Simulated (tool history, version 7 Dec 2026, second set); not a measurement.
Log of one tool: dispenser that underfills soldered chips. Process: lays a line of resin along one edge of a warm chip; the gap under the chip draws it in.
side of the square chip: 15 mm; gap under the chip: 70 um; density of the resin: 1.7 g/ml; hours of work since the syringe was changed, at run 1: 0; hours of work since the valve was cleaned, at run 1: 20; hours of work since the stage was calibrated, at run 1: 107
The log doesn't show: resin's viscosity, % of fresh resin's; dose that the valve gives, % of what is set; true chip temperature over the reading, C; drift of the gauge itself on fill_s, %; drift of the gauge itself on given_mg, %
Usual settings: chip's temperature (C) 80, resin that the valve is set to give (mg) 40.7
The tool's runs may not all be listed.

run	hour	chip's temperature (C)	resin that the valve is set to give (mg)	hours of work since the syringe was changed	hours of work since the valve was cleaned	hours of work since the stage was calibrated	time until the resin shows at the far edge (s)	resin that the valve gave (mg)
1	0.0	80	40.7	0	20	107	94.5	40.20
2	4.2	80	40.7	3	23	109	108.8	40.04
3	8.4	87	40.7	6	25	112	100.5	40.24
# hour 10.3: new syringe of resin
4	11.6	87	50.4	1	27	114	80.1	49.78
5	14.3	87	50.4	3	29	116	85.1	49.50
6	18.0	71	40.7	5	32	118	160.8	39.80
# hour 20.7: new syringe of resin
7	22.3	80	49.7	1	34	121	98.5	48.29
8	26.5	80	49.7	4	37	124	109.3	48.63
9	30.5	80	51.2	6	40	126	126.8	50.02
# hour 31.1: new syringe of resin
10	34.9	80	51.2	2	42	129	103.6	50.10
11	37.2	80	40.7	4	44	130	116.3	39.54
12	41.1	74	40.7	7	46	133	157.6	39.85
# hour 41.7: new syringe of resin
13	45.4	74	40.7	2	49	136	126.2	39.47
14	50.2	80	40.7	6	52	139	124.0	39.40
# hour 52.2: new syringe of resin
15	55.9	80	40.7	2	56	142	105.1	39.46
16	60.6	80	40.7	5	59	145	123.8	39.40
# hour 62.7: new syringe of resin
17	66.5	80	40.7	3	62	149	104.9	39.11
18	70.5	80	40.7	5	65	152	117.4	39.21
# hour 73.0: new syringe of resin
19	75.5	91	43.3	2	68	155	71.6	41.63
20	79.6	90	46.8	4	71	157	86.8	45.03
# hour 83.6: new syringe of resin
21	85.1	82	34.9	1	74	161	99.0	33.55
22	89.3	86	41.5	4	77	164	98.2	39.96
# hour 94.1: new syringe of resin
23	94.2	81	40.7	0	80	167	91.6	38.84
24	97.8	84	37.0	2	82	169	94.6	35.39
25	102.1	73	35.3	5	85	172	155.4	33.88
# hour 104.7: new syringe of resin
26	108.0	84	36.8	2	89	175	98.7	34.96
27	111.1	82	40.7	4	91	177	111.2	38.38
# hour 115.2: new syringe of resin
28	115.6	82	52.4	0	93	180	88.3	49.50
29	121.1	89	42.0	4	97	184	87.6	39.89
30	124.2	66	47.6	6	99	186	194.0	44.97
# hour 125.6: new syringe of resin
31	127.3	84	52.4	1	101	188	87.9	49.61
32	129.9	86	51.2	3	103	189	89.2	48.28
33	133.9	86	51.2	5	105	192	101.4	48.37
# hour 136.0: new syringe of resin
34	137.5	91	36.9	1	107	194	75.6	34.95
35	142.0	78	36.9	4	110	197	127.2	35.00

Hidden state or all else? Some run-to-run changes of time until the resin shows at the far edge (s), split into what the settings, what came in and random variation would give without the hidden state, and what is left for the hidden state (with any gauge scatter that isn't in both results):
Run 5 -> 6: chip's temperature (C) 87 -> 71, resin that the valve is set to give (mg) 50.4 -> 40.7. time until the resin shows at the far edge (s) +75.7: hidden state +26.9, all else +48.8.
Run 6 -> 7: chip's temperature (C) 71 -> 80, resin that the valve is set to give (mg) 40.7 -> 49.7, new syringe of resin. time until the resin shows at the far edge (s) -62.3: hidden state -32.6, all else -29.7.
Run 29 -> 30: chip's temperature (C) 89 -> 66, resin that the valve is set to give (mg) 42.0 -> 47.6. time until the resin shows at the far edge (s) +106.4: hidden state +35.7, all else +70.7.
Run 30 -> 31: chip's temperature (C) 66 -> 84, resin that the valve is set to give (mg) 47.6 -> 52.4, new syringe of resin. time until the resin shows at the far edge (s) -106.1: hidden state -45.3, all else -60.8.
